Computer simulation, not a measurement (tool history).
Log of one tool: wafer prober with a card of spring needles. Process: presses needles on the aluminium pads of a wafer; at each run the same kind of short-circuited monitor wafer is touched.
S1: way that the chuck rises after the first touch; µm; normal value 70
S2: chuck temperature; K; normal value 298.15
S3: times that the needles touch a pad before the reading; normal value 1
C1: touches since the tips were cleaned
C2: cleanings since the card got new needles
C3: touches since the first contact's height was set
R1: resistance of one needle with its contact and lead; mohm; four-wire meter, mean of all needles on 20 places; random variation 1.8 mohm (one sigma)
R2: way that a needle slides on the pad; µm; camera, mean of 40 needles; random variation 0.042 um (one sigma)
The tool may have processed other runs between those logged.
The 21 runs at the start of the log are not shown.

At day 10.271: tips cleaned on abrasive film.
Run 22, day 10.479: usual settings but S1 86 µm, S2 329.15 K, S3 3; C1 1441; C2 37; C3 17999. Result: R1 193 mohm, R2 23.93 µm.
Run 23, day 10.771: usual settings but S1 78 µm, S2 313.15 K, S3 2; C1 3432; C2 37; C3 19990. Result: R1 187 mohm, R2 21.73 µm.
At day 11.083: tips cleaned on abrasive film.
Run 24, day 11.429: usual settings but S1 58 µm, S2 313.15 K, S3 2; C1 2359; C2 38; C3 24479. Result: R1 200 mohm, R2 16.16 µm.
At day 11.917: tips cleaned on abrasive film.
Run 25, day 11.946: usual settings but S2 394.15 K; C1 184; C2 39; C3 28012. Result: R1 212 mohm, R2 19.48 µm.
Run 26, day 12.625: usual settings but S3 3; C1 4857; C2 39; C3 32685. Result: R1 186 mohm, R2 19.49 µm.
At day 12.729: tips cleaned on abrasive film.
Run 27, day 13.150: usual settings but S3 3; C1 2883; C2 40; C3 36256. Result: R1 186 mohm, R2 19.57 µm.
At day 13.525: tips cleaned on abrasive film.
Run 28, day 13.838: usual settings but S3 3; C1 2169; C2 41; C3 40968. Result: R1 186 mohm, R2 19.50 µm.
Run 29, day 14.250: usual settings but S3 3; C1 5012; C2 41; C3 43811. Result: R1 188 mohm, R2 19.47 µm.
At day 14.350: tips cleaned on abrasive film.
Run 30, day 14.621: usual settings but S3 3; C1 1865; C2 42; C3 46327. Result: R1 186 mohm, R2 19.61 µm.
Run 31, day 14.954: usual settings but S1 65 µm; C1 4148; C2 42; C3 48610. Result: R1 190 mohm, R2 18.12 µm.
At day 15.158: tips cleaned on abrasive film.
At day 15.500: gauge calibrated.
Run 32, day 15.500: usual settings but S1 65 µm; C1 2344; C2 43; C3 52318. Result: R1 192 mohm, R2 17.89 µm.
At day 15.946: tips cleaned on abrasive film.
Run 33, day 15.950: usual settings but S2 352.15 K; C1 46; C2 44; C3 55405. Result: R1 200 mohm, R2 19.30 µm.

Below are 5 alternative next runs, each starting from the tool's condition after run 33. Predict each:
Run A, day 16.262: usual settings but S1 90 µm; C1 2174; C2 44; C3 57533. Result: R1 ?, R2 ?.
Run B, day 16.262: usual settings but S1 56 µm, S2 339.15 K; C1 2174; C2 44; C3 57533. Result: R1 ?, R2 ?.
Run C, day 16.262: usual settings but S2 308.15 K, S3 3; C1 2174; C2 44; C3 57533. Result: R1 ?, R2 ?.
Run D, day 16.262: usual settings but S3 3; C1 2174; C2 44; C3 57533. Result: R1 ?, R2 ?.
Run E, day 16.262: usual settings but S1 68 µm, S2 325.15 K; C1 2174; C2 44; C3 57533. Result: R1 ?, R2 ?.

run   R1     R2
  A  188  24.71
  B  202  15.40
  C  189  19.26
  D  189  19.20
  E  195  18.71
Stripped of hidden state, with their random variation kept, the same runs would have yielded:
run   R1     R2
  A  187  24.70
  B  201  15.39
  C  189  19.25
  D  188  19.19
  E  195  18.70
